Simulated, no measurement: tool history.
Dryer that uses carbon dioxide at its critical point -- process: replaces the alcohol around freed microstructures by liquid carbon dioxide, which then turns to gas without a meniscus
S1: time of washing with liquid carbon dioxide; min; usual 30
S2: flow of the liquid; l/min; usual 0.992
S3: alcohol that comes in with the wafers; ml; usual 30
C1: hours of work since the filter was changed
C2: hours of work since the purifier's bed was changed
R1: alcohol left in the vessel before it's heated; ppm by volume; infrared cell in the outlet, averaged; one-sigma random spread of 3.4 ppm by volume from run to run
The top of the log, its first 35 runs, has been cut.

{"run": 36, "hour": 815.6, "S1": 41, "S2": 1.581, "S3": 29, "C1": 59, "C2": 661, "R1": 44}
{"run": 37, "hour": 830.7, "S1": 41, "S2": 1.581, "S3": 29, "C1": 68, "C2": 671, "R1": 47}
{"run": 38, "hour": 853.5, "S1": 44, "S2": 1.045, "S3": 30, "C1": 83, "C2": 686, "R1": 40}
{"run": 39, "hour": 881.2, "S1": 30, "S2": 1.298, "S3": 118, "C1": 102, "C2": 704, "R1": 55}
{"run": 40, "hour": 902.3, "S1": 30, "S2": 1.111, "S3": 118, "C1": 115, "C2": 718, "R1": 68}
{"run": 41, "hour": 924.3, "S1": 44, "S2": 0.627, "S3": 118, "C1": 130, "C2": 732, "R1": 126}
{"run": 42, "hour": 953.8, "S1": 38, "S2": 0.717, "S3": 33, "C1": 149, "C2": 752, "R1": 67}
{"run": 43, "hour": 974.6, "S1": 38, "S2": 0.717, "S3": 33, "C1": 163, "C2": 765, "R1": 69}
{"run": 44, "hour": 989.5, "S1": 26, "S2": 0.992, "S3": 30, "C1": 172, "C2": 775, "R1": 76}
{"run": 45, "hour": 1013.9, "S1": 27, "S2": 1.001, "S3": 30, "C1": 189, "C2": 791, "R1": 74}
{"run": 46, "hour": 1031.2, "S1": 20, "S2": 0.992, "S3": 21, "C1": 200, "C2": 802, "R1": 118}
{"run": 47, "hour": 1062.1, "S1": 30, "S2": 0.854, "S3": 32, "C1": 220, "C2": 823, "R1": 79}

Each row is a separate what-if for the run after 47, all from the same tool condition, not one after another. Results?
{"run": "A", "hour": 1077.1, "S1": 29, "S2": 0.992, "S3": 27, "C1": 230, "C2": 832, "R1": "?"}
{"run": "B", "hour": 1077.1, "S1": 30, "S2": 0.652, "S3": 30, "C1": 230, "C2": 832, "R1": "?"}
{"run": "C", "hour": 1077.1, "S1": 33, "S2": 0.992, "S3": 64, "C1": 230, "C2": 832, "R1": "?"}
{"run": "D", "hour": 1077.1, "S1": 30, "S2": 0.854, "S3": 54, "C1": 230, "C2": 832, "R1": "?"}

run=A R1=70
run=B R1=160
run=C R1=67
run=D R1=104
Without the tool's hidden state the same runs would have given:
run=A R1=18
run=B R1=100
run=C R1=15
run=D R1=48

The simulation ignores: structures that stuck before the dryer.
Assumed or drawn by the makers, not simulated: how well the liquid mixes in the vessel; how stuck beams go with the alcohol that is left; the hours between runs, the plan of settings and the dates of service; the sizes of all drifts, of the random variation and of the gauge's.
